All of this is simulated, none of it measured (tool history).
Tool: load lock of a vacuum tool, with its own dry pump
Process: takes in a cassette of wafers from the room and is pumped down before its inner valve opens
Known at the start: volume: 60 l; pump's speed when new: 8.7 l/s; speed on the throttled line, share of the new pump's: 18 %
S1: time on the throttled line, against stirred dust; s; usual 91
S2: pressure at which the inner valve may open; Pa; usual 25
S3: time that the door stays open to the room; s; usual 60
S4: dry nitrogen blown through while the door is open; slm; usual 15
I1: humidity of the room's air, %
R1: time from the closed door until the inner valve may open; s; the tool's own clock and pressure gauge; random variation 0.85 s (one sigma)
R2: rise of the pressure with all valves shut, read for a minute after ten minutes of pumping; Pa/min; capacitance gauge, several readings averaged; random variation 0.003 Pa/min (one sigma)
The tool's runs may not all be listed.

run	hour	S1	S2	S3	S4	I1	R1	R2
1	0	91	25	60	15	46	138.2	0.279
2	164.1	91	25	60	15	44.8	137.7	0.295
3	266.7	91	25	30	15	47.4	137.4	0.285
4	411.5	91	25	30	15	45.6	137.6	0.291
5	570.3	97	25	60	15	46.8	143.1	0.316
6	684.1	91	25	60	4	41.9	138.6	0.345
# hour 756.7: door's seal changed, seat wiped
7	796.3	91	25	60	4	44.2	138.7	0.057
8	943.5	91	25	60	4	43.2	137.9	0.053
9	1098.3	91	25	60	4	43.3	138.6	0.061
10	1270.2	150	25	60	4	44.4	187.4	0.062
11	1435.4	91	25	60	35	47.1	139.3	0.027
12	1591.2	91	25	180	15	45.3	139.4	0.087
13	1688.8	91	25	180	15	45.6	139.1	0.086
14	1808.9	91	25	60	36	46	138.8	0.038
15	1946.3	91	25	38	15	43.9	139.2	0.038
16	2043.7	91	25	38	15	48.9	139.2	0.043
17	2137.3	91	25	84	15	46.4	139.9	0.059
18	2325	91	25	132	15	43.6	140	0.08
19	2454	91	25	84	7	42.5	138	0.083
20	2621.2	82	41	39	5	47.1	128.5	0.071
21	2800.4	132	25	161	5	46.7	171	0.132
22	2984.7	75	25	60	8	45.9	126.4	0.084
23	3180.7	75	25	60	8	45.5	126.6	0.09
24	3337.3	91	27	104	15	40.4	138.7	0.098
25	3432.9	91	27	104	15	47.5	139	0.105
26	3554.8	91	25	93	7	41.1	139.2	0.117
27	3704.7	91	25	25	10	44.7	142.4	0.078
28	3886.4	91	25	25	10	43.8	140.7	0.084
29	3998.2	91	25	25	10	44.1	140.2	0.09
30	4091.2	50	19	67	15	47.6	110.6	0.113
31	4216.5	50	19	67	15	45.3	110.1	0.112
32	4364	91	25	60	9	42.5	141.5	0.118

The same runs without the tool's hidden state, with the same run-to-run variation:
The hidden state here: pump's speed, % of a new pump's; leak at the door's seal, Pa l/s; drift of the gauge itself on ready_s, %; drift of the gauge itself on rise_pa_min, %.
run	R1	R2
1	133.1	0.033
2	132.6	0.036
3	132.2	0.021
4	132.2	0.02
5	137.7	0.037
6	133	0.056
7	133	0.056
8	132.1	0.051
9	132.7	0.057
10	182.8	0.055
11	133.2	0.019
12	133.1	0.076
13	132.7	0.073
14	132.3	0.024
15	132.6	0.022
16	132.6	0.025
17	133.1	0.04
18	133	0.057
19	131.1	0.057
20	121.7	0.041
21	165	0.098
22	118.6	0.046
23	118.5	0.047
24	131.2	0.049
25	131.3	0.055
26	131.4	0.063
27	134.3	0.021
28	132.5	0.022
29	131.9	0.025
30	100.4	0.044
31	99.8	0.039
32	132.9	0.041
